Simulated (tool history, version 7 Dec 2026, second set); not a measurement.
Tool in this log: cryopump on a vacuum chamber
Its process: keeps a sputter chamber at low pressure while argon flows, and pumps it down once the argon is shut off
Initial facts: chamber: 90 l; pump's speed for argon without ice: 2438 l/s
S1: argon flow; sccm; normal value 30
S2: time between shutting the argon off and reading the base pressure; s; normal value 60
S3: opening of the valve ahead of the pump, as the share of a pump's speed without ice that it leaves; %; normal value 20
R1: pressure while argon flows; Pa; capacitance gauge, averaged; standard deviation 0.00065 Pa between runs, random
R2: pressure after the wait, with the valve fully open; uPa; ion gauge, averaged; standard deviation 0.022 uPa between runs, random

run,hour,S1,S2,S3,R1,R2
1,0,30,60,20,0.1049,0.88
2,43.1,30,60,20,0.1062,0.84
3,74.9,30,22,20,0.1051,1.6
4,100.5,21,60,20,0.0724,0.89
5,131.7,30,60,25,0.0855,0.87
6,155.6,30,233,20,0.1048,0.54
7,190.9,21,233,20,0.0747,0.57
8,216.3,21,41,20,0.0742,1.09
9,242.7,30,60,20,0.1072,0.9
10,285.3,30,60,20,0.1075,0.94
11,305.1,30,60,20,0.1072,0.94
12,339.3,30,60,20,0.1068,0.94
13,373.1,30,60,20,0.1067,0.97
14,412.7,30,60,20,0.1073,1.02
15,445.2,30,260,20,0.1079,0.66
16,466,30,60,20,0.1091,0.99
17,495.8,30,52,20,0.1091,1.08
18,533.1,30,60,20,0.1092,1.03
19,557.9,30,26,41,0.0556,1.71
# hour 582.7: leaking fittings of the chamber tightened, without venting
20,590.2,30,26,41,0.0556,1.2
21,616.5,55,200,37,0.1138,0.34
22,645.9,30,60,27,0.0825,0.61
23,677.3,22,33,32,0.0526,1.04
24,705.7,22,33,26,0.0635,1.04
25,746.7,22,33,16,0.0996,1.02
26,774.1,22,211,16,0.0993,0.38
27,797.9,21,60,42,0.0396,0.74
28,840.9,54,227,47,0.0949,0.4
29,874.8,54,227,47,0.0949,0.42
30,911.2,17,262,16,0.0789,0.4
31,942.3,17,37,16,0.0797,1.07
32,960.5,30,49,40,0.0624,0.85
33,997.8,30,59,40,0.0627,0.81
34,1033.7,28,60,21,0.102,0.8
# hour 1077.5: pump warmed up, emptied and cooled again
35,1078.4,28,60,21,0.092,0.63

Some steps in R1 between neighbouring runs. How much of each would the tool show without its hidden state too (settings, what came in, random variation), and how much is left for the hidden state, with any gauge scatter that isn't in both results?
Hidden state at play: pump's speed, % of a pump's without ice; cold plate's temperature, K; leak into the chamber, uPa l/s; drift of the gauge itself on working_pa, %; drift of the gauge itself on base_upa, %.
Run 20 -> 21: S1 30 -> 55, S2 26 -> 200, S3 41 -> 37. R1 +0.0582 Pa: hidden state +0.0051, all else +0.0531.
Run 26 -> 27: S1 22 -> 21, S2 211 -> 60, S3 16 -> 42. R1 -0.0597 Pa: hidden state -0.0001, all else -0.0596.
Run 27 -> 28: S1 21 -> 54, S2 60 -> 227, S3 42 -> 47. R1 +0.0553 Pa: hidden state +0.0094, all else +0.0459.
Run 29 -> 30: S1 54 -> 17, S2 227 -> 262, S3 47 -> 16. R1 -0.016 Pa: hidden state -0.0105, all else -0.0055.
Run 34 -> 35: pump warmed up, emptied and cooled again. R1 -0.01 Pa: hidden state -0.0097, all else -0.0003.
